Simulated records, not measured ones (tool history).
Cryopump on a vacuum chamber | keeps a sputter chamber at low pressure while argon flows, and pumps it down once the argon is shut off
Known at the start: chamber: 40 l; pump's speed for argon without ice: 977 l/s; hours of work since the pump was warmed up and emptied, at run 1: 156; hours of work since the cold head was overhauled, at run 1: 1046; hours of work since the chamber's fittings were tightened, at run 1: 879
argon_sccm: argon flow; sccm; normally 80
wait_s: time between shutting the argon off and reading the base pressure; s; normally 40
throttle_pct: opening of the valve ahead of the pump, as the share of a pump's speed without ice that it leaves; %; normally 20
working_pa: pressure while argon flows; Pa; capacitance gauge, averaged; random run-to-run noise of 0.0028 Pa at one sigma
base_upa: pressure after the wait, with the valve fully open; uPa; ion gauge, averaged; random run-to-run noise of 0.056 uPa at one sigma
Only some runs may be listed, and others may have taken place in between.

run   hour  argon_sccm  wait_s  throttle_pct  hours of work since the pump was warmed up and emptied  hours of work since the cold head was overhauled  hours of work since the chamber's fittings were tightened  working_pa  base_upa
  1    0.0          80      40            20                                                     156                                              1046                                                        879      0.7057      3.84
  2   59.7          80      40            20                                                     208                                              1098                                                        931      0.7037      3.89
  3   88.2          80      40            20                                                     233                                              1123                                                        956      0.7058      4.03
  4  142.1          80      40            20                                                     280                                              1170                                                       1003      0.7003      3.97
  5  178.8          35      40            20                                                     312                                              1202                                                       1035      0.3088      4.05
  6  237.2          80     287            20                                                     363                                              1253                                                       1086      0.7067      0.98
  7  281.4          80      40            27                                                     401                                              1292                                                       1125      0.5277      4.04
  8  313.4         145      40            20                                                     429                                              1320                                                       1153      1.2822      3.98
  9  345.3         145      40            20                                                     457                                              1348                                                       1181      1.2916      3.99
 10  373.0         145      40            20                                                     481                                              1372                                                       1205      1.2968      4.02
 11  425.8          57     162            53                                                     528                                              1418                                                       1251      0.1998      1.42
 12  466.4          93      40            37                                                     563                                              1454                                                       1286      0.4621      4.10
 13  518.4          93      90            26                                                     608                                              1499                                                       1332      0.6455      2.20
 14  555.7          93      90            26                                                     641                                              1532                                                       1364      0.6539      2.16
 15  586.7          56      90            26                                                     668                                              1559                                                       1391      0.3924      2.15
 16  624.8          80     160            45                                                     701                                              1592                                                       1425      0.3354      1.45
 17  664.3          60     122            18                                                     736                                              1626                                                       1459      0.6037      1.76
 18  721.9         128      21            40                                                     786                                              1677                                                       1510      0.6060      7.37

The logged runs with the hidden state left out (each run's random variation unchanged):
The hidden state here: pump's speed, % of a pump's without ice; cold plate's temperature, K; leak into the chamber, uPa l/s; drift of the gauge itself on working_pa, %; drift of the gauge itself on base_upa, %.
run  working_pa  base_upa
  1      0.6976      3.68
  2      0.6939      3.72
  3      0.6951      3.85
  4      0.6880      3.78
  5      0.3030      3.84
  6      0.6915      0.77
  7      0.5110      3.82
  8      1.2501      3.75
  9      1.2576      3.75
 10      1.2610      3.78
 11      0.1844      1.16
 12      0.4353      3.82
 13      0.6166      1.91
 14      0.6231      1.87
 15      0.3731      1.85
 16      0.3063      1.14
 17      0.5806      1.44
 18      0.5533      7.02
